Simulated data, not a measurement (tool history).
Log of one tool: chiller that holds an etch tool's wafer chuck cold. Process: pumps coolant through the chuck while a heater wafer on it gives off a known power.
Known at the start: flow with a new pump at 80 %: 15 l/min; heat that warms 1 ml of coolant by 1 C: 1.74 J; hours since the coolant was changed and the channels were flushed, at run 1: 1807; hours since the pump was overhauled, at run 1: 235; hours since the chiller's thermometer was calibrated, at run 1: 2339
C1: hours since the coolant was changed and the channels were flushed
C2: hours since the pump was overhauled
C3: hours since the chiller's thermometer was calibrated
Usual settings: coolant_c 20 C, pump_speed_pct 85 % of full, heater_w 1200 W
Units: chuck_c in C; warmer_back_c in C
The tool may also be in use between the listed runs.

run 1 hour=0.0 | coolant_c=20 pump_speed_pct=85 heater_w=1200 | C1=1807 C2=235 C3=2339 | chuck_c=28.4 warmer_back_c=2.59
run 2 hour=21.9 | coolant_c=20 pump_speed_pct=85 heater_w=1200 | C1=1829 C2=257 C3=2361 | chuck_c=28.5 warmer_back_c=2.60
run 3 hour=51.1 | coolant_c=20 pump_speed_pct=80 heater_w=1200 | C1=1858 C2=286 C3=2390 | chuck_c=28.7 warmer_back_c=2.74
run 4 hour=72.9 | coolant_c=20 pump_speed_pct=80 heater_w=1200 | C1=1880 C2=308 C3=2411 | chuck_c=28.8 warmer_back_c=2.78
run 5 hour=99.2 | coolant_c=20 pump_speed_pct=85 heater_w=1200 | C1=1906 C2=335 C3=2438 | chuck_c=28.2 warmer_back_c=2.61
run 6 hour=129.2 | coolant_c=20 pump_speed_pct=62 heater_w=1200 | C1=1936 C2=364 C3=2468 | chuck_c=30.6 warmer_back_c=3.69
run 7 hour=151.8 | coolant_c=20 pump_speed_pct=62 heater_w=1612 | C1=1959 C2=387 C3=2490 | chuck_c=34.2 warmer_back_c=4.88
run 8 hour=186.9 | coolant_c=20 pump_speed_pct=62 heater_w=1612 | C1=1994 C2=422 C3=2526 | chuck_c=34.2 warmer_back_c=4.93
run 9 hour=226.3 | coolant_c=20 pump_speed_pct=62 heater_w=1612 | C1=2033 C2=462 C3=2565 | chuck_c=34.2 warmer_back_c=4.95
run 10 hour=249.1 | coolant_c=20 pump_speed_pct=85 heater_w=1200 | C1=2056 C2=484 C3=2588 | chuck_c=28.3 warmer_back_c=2.59
run 11 hour=284.1 | coolant_c=20 pump_speed_pct=85 heater_w=1200 | C1=2091 C2=519 C3=2623 | chuck_c=28.2 warmer_back_c=2.60
run 12 hour=309.2 | coolant_c=20 pump_speed_pct=85 heater_w=1200 | C1=2116 C2=544 C3=2648 | chuck_c=28.3 warmer_back_c=2.55
run 13 hour=334.4 | coolant_c=20 pump_speed_pct=85 heater_w=1200 | C1=2141 C2=570 C3=2673 | chuck_c=28.4 warmer_back_c=2.60
run 14 hour=353.3 | coolant_c=20 pump_speed_pct=85 heater_w=1200 | C1=2160 C2=589 C3=2692 | chuck_c=28.5 warmer_back_c=2.60
run 15 hour=377.3 | coolant_c=20 pump_speed_pct=85 heater_w=1658 | C1=2184 C2=613 C3=2716 | chuck_c=31.5 warmer_back_c=3.53
run 16 hour=400.2 | coolant_c=24 pump_speed_pct=85 heater_w=1658 | C1=2207 C2=635 C3=2739 | chuck_c=35.6 warmer_back_c=3.60
run 17 hour=429.9 | coolant_c=24 pump_speed_pct=85 heater_w=1658 | C1=2237 C2=665 C3=2768 | chuck_c=35.5 warmer_back_c=3.55
run 18 hour=462.7 | coolant_c=24 pump_speed_pct=62 heater_w=816 | C1=2270 C2=698 C3=2801 | chuck_c=31.2 warmer_back_c=2.55
run 19 hour=489.6 | coolant_c=14 pump_speed_pct=81 heater_w=718 | C1=2297 C2=725 C3=2828 | chuck_c=19.2 warmer_back_c=1.61
run 20 hour=525.6 | coolant_c=20 pump_speed_pct=96 heater_w=737 | C1=2333 C2=761 C3=2864 | chuck_c=24.7 warmer_back_c=1.43
run 21 hour=554.8 | coolant_c=17 pump_speed_pct=68 heater_w=1555 | C1=2362 C2=790 C3=2893 | chuck_c=29.6 warmer_back_c=4.25
run 22 hour=587.2 | coolant_c=17 pump_speed_pct=68 heater_w=1555 | C1=2394 C2=822 C3=2926 | chuck_c=29.8 warmer_back_c=4.35
run 23 hour=619.4 | coolant_c=20 pump_speed_pct=65 heater_w=901 | C1=2426 C2=855 C3=2958 | chuck_c=27.5 warmer_back_c=2.60
run 24 hour=654.7 | coolant_c=20 pump_speed_pct=73 heater_w=1200 | C1=2462 C2=890 C3=2993 | chuck_c=29.4 warmer_back_c=3.11
run 25 hour=674.6 | coolant_c=20 pump_speed_pct=99 heater_w=754 | C1=2482 C2=910 C3=3013 | chuck_c=24.6 warmer_back_c=1.40
run 26 hour=708.4 | coolant_c=11 pump_speed_pct=98 heater_w=944 | C1=2515 C2=944 C3=3047 | chuck_c=16.8 warmer_back_c=1.73
run 27 hour=747.3 | coolant_c=11 pump_speed_pct=98 heater_w=944 | C1=2554 C2=983 C3=3086 | chuck_c=16.9 warmer_back_c=1.71
run 28 hour=773.2 | coolant_c=11 pump_speed_pct=98 heater_w=944 | C1=2580 C2=1008 C3=3112 | chuck_c=17.0 warmer_back_c=1.76
run 29 hour=812.0 | coolant_c=13 pump_speed_pct=82 heater_w=1115 | C1=2619 C2=1047 C3=3151 | chuck_c=21.0 warmer_back_c=2.50
run 30 hour=847.8 | coolant_c=24 pump_speed_pct=73 heater_w=1775 | C1=2655 C2=1083 C3=3186 | chuck_c=37.7 warmer_back_c=4.52
run 31 hour=883.6 | coolant_c=24 pump_speed_pct=73 heater_w=1775 | C1=2691 C2=1119 C3=3222 | chuck_c=37.8 warmer_back_c=4.50

4 ways to go on from here, each from the tool as it stands after run 31. What would each give?
-- hour=902.4 chiller's thermometer calibrated
run A hour=908.6 | coolant_c=20 pump_speed_pct=61 heater_w=695 | C1=2715 C2=1143 C3=6 | chuck_c=? warmer_back_c=?
-- hour=902.4 chiller's thermometer calibrated
run B hour=908.6 | coolant_c=23 pump_speed_pct=65 heater_w=1572 | C1=2715 C2=1143 C3=6 | chuck_c=? warmer_back_c=?
-- hour=902.4 chiller's thermometer calibrated
run C hour=908.6 | coolant_c=23 pump_speed_pct=85 heater_w=1150 | C1=2715 C2=1143 C3=6 | chuck_c=? warmer_back_c=?
-- hour=902.4 chiller's thermometer calibrated
run D hour=908.6 | coolant_c=22 pump_speed_pct=68 heater_w=1649 | C1=2715 C2=1143 C3=6 | chuck_c=? warmer_back_c=?

run=A chuck_c=26.1 warmer_back_c=2.17
run=B chuck_c=36.5 warmer_back_c=4.56
run=C chuck_c=31.0 warmer_back_c=2.50
run=D chuck_c=35.7 warmer_back_c=4.53
Without the tool's hidden state the same runs would have given:
run=A chuck_c=26.1 warmer_back_c=2.17
run=B chuck_c=36.5 warmer_back_c=4.56
run=C chuck_c=31.0 warmer_back_c=2.50
run=D chuck_c=35.7 warmer_back_c=4.53
